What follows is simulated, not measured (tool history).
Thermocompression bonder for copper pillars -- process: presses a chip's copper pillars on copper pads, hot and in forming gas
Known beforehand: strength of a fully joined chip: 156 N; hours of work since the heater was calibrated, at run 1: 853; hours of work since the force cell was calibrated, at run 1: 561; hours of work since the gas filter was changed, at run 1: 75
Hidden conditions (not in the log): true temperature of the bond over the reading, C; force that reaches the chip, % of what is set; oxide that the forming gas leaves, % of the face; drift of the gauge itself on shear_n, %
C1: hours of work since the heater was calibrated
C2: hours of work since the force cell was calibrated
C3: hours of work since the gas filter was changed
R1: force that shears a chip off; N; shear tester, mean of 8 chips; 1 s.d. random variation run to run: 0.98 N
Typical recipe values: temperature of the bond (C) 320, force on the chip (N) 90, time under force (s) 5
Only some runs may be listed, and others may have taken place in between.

run 1 hour=0.0 | temperature_of_the_bond_(C)=320 force_on_the_chip_(N)=90 time_under_force_(s)=5 | C1=853 C2=561 C3=75 | R1=84.1
run 2 hour=20.0 | temperature_of_the_bond_(C)=320 force_on_the_chip_(N)=90 time_under_force_(s)=5 | C1=868 C2=576 C3=90 | R1=81.3
run 3 hour=38.8 | temperature_of_the_bond_(C)=302 force_on_the_chip_(N)=90 time_under_force_(s)=5 | C1=882 C2=590 C3=105 | R1=71.2
run 4 hour=60.0 | temperature_of_the_bond_(C)=320 force_on_the_chip_(N)=56 time_under_force_(s)=5 | C1=898 C2=606 C3=120 | R1=57.6
run 5 hour=83.2 | temperature_of_the_bond_(C)=320 force_on_the_chip_(N)=56 time_under_force_(s)=5 | C1=915 C2=623 C3=138 | R1=56.4
-- hour=91.3 forming gas filter changed
run 6 hour=102.7 | temperature_of_the_bond_(C)=320 force_on_the_chip_(N)=56 time_under_force_(s)=5 | C1=929 C2=637 C3=9 | R1=64.6
run 7 hour=120.9 | temperature_of_the_bond_(C)=320 force_on_the_chip_(N)=56 time_under_force_(s)=5 | C1=943 C2=651 C3=22 | R1=62.1
run 8 hour=135.9 | temperature_of_the_bond_(C)=320 force_on_the_chip_(N)=56 time_under_force_(s)=3 | C1=954 C2=662 C3=33 | R1=50.4
-- hour=139.6 heater calibrated with a thermocouple chip
run 9 hour=158.6 | temperature_of_the_bond_(C)=320 force_on_the_chip_(N)=56 time_under_force_(s)=3 | C1=14 C2=677 C3=49 | R1=52.0
run 10 hour=173.9 | temperature_of_the_bond_(C)=320 force_on_the_chip_(N)=56 time_under_force_(s)=3 | C1=26 C2=689 C3=60 | R1=50.6
run 11 hour=196.2 | temperature_of_the_bond_(C)=292 force_on_the_chip_(N)=99 time_under_force_(s)=3 | C1=42 C2=706 C3=77 | R1=60.1
-- hour=212.0 heater calibrated with a thermocouple chip, once more
run 12 hour=216.9 | temperature_of_the_bond_(C)=340 force_on_the_chip_(N)=90 time_under_force_(s)=5 | C1=4 C2=720 C3=91 | R1=86.8
run 13 hour=233.3 | temperature_of_the_bond_(C)=340 force_on_the_chip_(N)=56 time_under_force_(s)=11 | C1=16 C2=732 C3=103 | R1=83.4
run 14 hour=260.7 | temperature_of_the_bond_(C)=330 force_on_the_chip_(N)=90 time_under_force_(s)=5 | C1=36 C2=752 C3=124 | R1=78.5

Measured less the same run without the tool's hidden state. The same run-to-run variation is in both; the gauge's scatter may not be:
run=1 R1=-0.5
run=2 R1=-1.5
run=3 R1=-1.3
run=4 R1=-1.8
run=5 R1=-2.6
run=6 R1=+3.6
run=7 R1=+2.8
run=8 R1=+2.2
run=9 R1=+2.8
run=10 R1=+2.4
run=11 R1=+2.4
run=12 R1=-8.8
run=13 R1=-9.4
run=14 R1=-10.4
